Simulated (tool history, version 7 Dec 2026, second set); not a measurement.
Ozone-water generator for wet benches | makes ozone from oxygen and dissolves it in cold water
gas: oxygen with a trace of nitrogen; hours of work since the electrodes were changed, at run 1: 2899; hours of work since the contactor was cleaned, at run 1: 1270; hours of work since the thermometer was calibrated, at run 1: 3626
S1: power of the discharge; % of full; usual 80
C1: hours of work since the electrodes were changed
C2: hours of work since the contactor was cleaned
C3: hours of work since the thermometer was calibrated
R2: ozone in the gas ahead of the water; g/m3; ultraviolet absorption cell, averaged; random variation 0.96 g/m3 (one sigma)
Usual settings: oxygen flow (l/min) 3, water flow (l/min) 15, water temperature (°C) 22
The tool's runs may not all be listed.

Run 1, day 0: usual settings; C1 2899; C2 1270; C3 3626. Result: dissolved ozone (ppm) 12.8, R2 140.6 g/m3.
Run 2, day 6.021: usual settings; C1 3007; C2 1378; C3 3734. Result: dissolved ozone (ppm) 12.6, R2 138.9 g/m3.
Run 3, day 10.479: usual settings; C1 3087; C2 1458; C3 3814. Result: dissolved ozone (ppm) 12.5, R2 137.7 g/m3.
Run 4, day 14.879: usual settings; C1 3165; C2 1537; C3 3893. Result: dissolved ozone (ppm) 12.3, R2 138.5 g/m3.
Run 5, day 18.496: usual settings; C1 3230; C2 1602; C3 3957. Result: dissolved ozone (ppm) 12.5, R2 136.5 g/m3.
Run 6, day 23.629: usual settings but water flow (l/min) 10; C1 3322; C2 1694; C3 4049. Result: dissolved ozone (ppm) 17, R2 134.9 g/m3.
Run 7, day 27.912: usual settings but water flow (l/min) 10; C1 3399; C2 1771; C3 4126. Result: dissolved ozone (ppm) 16.9, R2 136.5 g/m3.
Run 8, day 33.533: usual settings but water flow (l/min) 10; C1 3500; C2 1872; C3 4227. Result: dissolved ozone (ppm) 16.7, R2 134.3 g/m3.
At day 34.038: contactor cleaned.
Run 9, day 39.275: usual settings; C1 3600; C2 94; C3 4327. Result: dissolved ozone (ppm) 11.7, R2 133 g/m3.
Run 10, day 44.4: usual settings but oxygen flow (l/min) 1.61; C1 3692; C2 186; C3 4419. Result: dissolved ozone (ppm) 9.9, R2 171.3 g/m3.
Run 11, day 48.075: usual settings; C1 3758; C2 252; C3 4485. Result: dissolved ozone (ppm) 11.6, R2 131 g/m3.
Run 12, day 51.033: usual settings; C1 3811; C2 305; C3 4538. Result: dissolved ozone (ppm) 11.5, R2 132 g/m3.
At day 52.829: contactor cleaned, once more.
At day 54.983: water thermometer calibrated.
Run 13, day 57.088: usual settings; C1 3916; C2 76; C3 38. Result: dissolved ozone (ppm) 12.5, R2 131 g/m3.
Run 14, day 62.029: usual settings but S1 77 % of full, oxygen flow (l/min) 2.92, water flow (l/min) 12; C1 4004; C2 165; C3 126. Result: dissolved ozone (ppm) 14.3, R2 127.2 g/m3.
Run 15, day 66.267: usual settings but S1 70 % of full, oxygen flow (l/min) 4.49, water flow (l/min) 13, water temperature (°C) 26; C1 4080; C2 240; C3 202. Result: dissolved ozone (ppm) 11.9, R2 100.1 g/m3.
Run 16, day 69.108: usual settings but oxygen flow (l/min) 1.69, water flow (l/min) 20; C1 4131; C2 291; C3 253. Result: dissolved ozone (ppm) 7.9, R2 165.4 g/m3.
Run 17, day 71.908: usual settings but S1 59 % of full, oxygen flow (l/min) 4.41, water flow (l/min) 21, water temperature (°C) 28; C1 4181; C2 342; C3 303. Result: dissolved ozone (ppm) 7, R2 87.8 g/m3.
Run 18, day 76.633: usual settings but S1 88 % of full, oxygen flow (l/min) 2.34, water flow (l/min) 21; C1 4266; C2 426; C3 388. Result: dissolved ozone (ppm) 9, R2 153.7 g/m3.
Run 19, day 80.525: usual settings but S1 44 % of full, water flow (l/min) 20; C1 4336; C2 496; C3 458. Result: dissolved ozone (ppm) 5.9, R2 82.7 g/m3.
Run 20, day 85.338: usual settings but S1 44 % of full, oxygen flow (l/min) 2.93, water flow (l/min) 20, water temperature (°C) 25; C1 4422; C2 582; C3 544. Result: dissolved ozone (ppm) 5.7, R2 84.5 g/m3.
Run 21, day 89.733: usual settings but S1 44 % of full, oxygen flow (l/min) 2.93, water flow (l/min) 20, water temperature (°C) 25; C1 4501; C2 661; C3 623. Result: dissolved ozone (ppm) 5.8, R2 84 g/m3.
Run 22, day 92.65: usual settings but S1 44 % of full, oxygen flow (l/min) 2.93, water flow (l/min) 20, water temperature (°C) 25; C1 4553; C2 713; C3 675. Result: dissolved ozone (ppm) 5.6, R2 84.5 g/m3.
Run 23, day 97.533: usual settings but S1 44 % of full, oxygen flow (l/min) 2.93, water flow (l/min) 20, water temperature (°C) 25; C1 4641; C2 801; C3 763. Result: dissolved ozone (ppm) 5.5, R2 83.5 g/m3.
Run 24, day 100.254: usual settings but S1 44 % of full, oxygen flow (l/min) 3.06, water temperature (°C) 25; C1 4690; C2 850; C3 812. Result: dissolved ozone (ppm) 7.5, R2 81.1 g/m3.
Run 25, day 104.917: usual settings but S1 94 % of full, oxygen flow (l/min) 2.6, water flow (l/min) 13, water temperature (°C) 14; C1 4773; C2 933; C3 895. Result: dissolved ozone (ppm) 15.5, R2 146.9 g/m3.
Run 26, day 107.562: usual settings but S1 94 % of full, oxygen flow (l/min) 2.07, water flow (l/min) 20, water temperature (°C) 16; C1 4821; C2 981; C3 943. Result: dissolved ozone (ppm) 9.5, R2 162.1 g/m3.

How the hidden state differs across the entries between the runs, from the last listed run before each to the first after it:
Between runs 8 and 9: contactor cleaned (day 34.038)
  yield of the discharge, % of new electrodes': 84.2 -> 83.7; contactor's efficiency, % of a clean one's: 90.2 -> 84.4; true water temperature over the reading, C: 0.13 -> 0.14
  measured less the result without the state, dissolved ozone (ppm): -4.2 -> -3.7; R2: -28.2 -> -28.9 g/m3
Between runs 12 and 13: contactor cleaned, once more (day 52.829); water thermometer calibrated (day 54.983)
  yield of the discharge, % of new electrodes': 82.8 -> 82.2; contactor's efficiency, % of a clean one's: 83.4 -> 99.5; true water temperature over the reading, C: 0.15 -> 0.03
  measured less the result without the state, dissolved ozone (ppm): -3.9 -> -3; R2: -30.8 -> -31.8 g/m3

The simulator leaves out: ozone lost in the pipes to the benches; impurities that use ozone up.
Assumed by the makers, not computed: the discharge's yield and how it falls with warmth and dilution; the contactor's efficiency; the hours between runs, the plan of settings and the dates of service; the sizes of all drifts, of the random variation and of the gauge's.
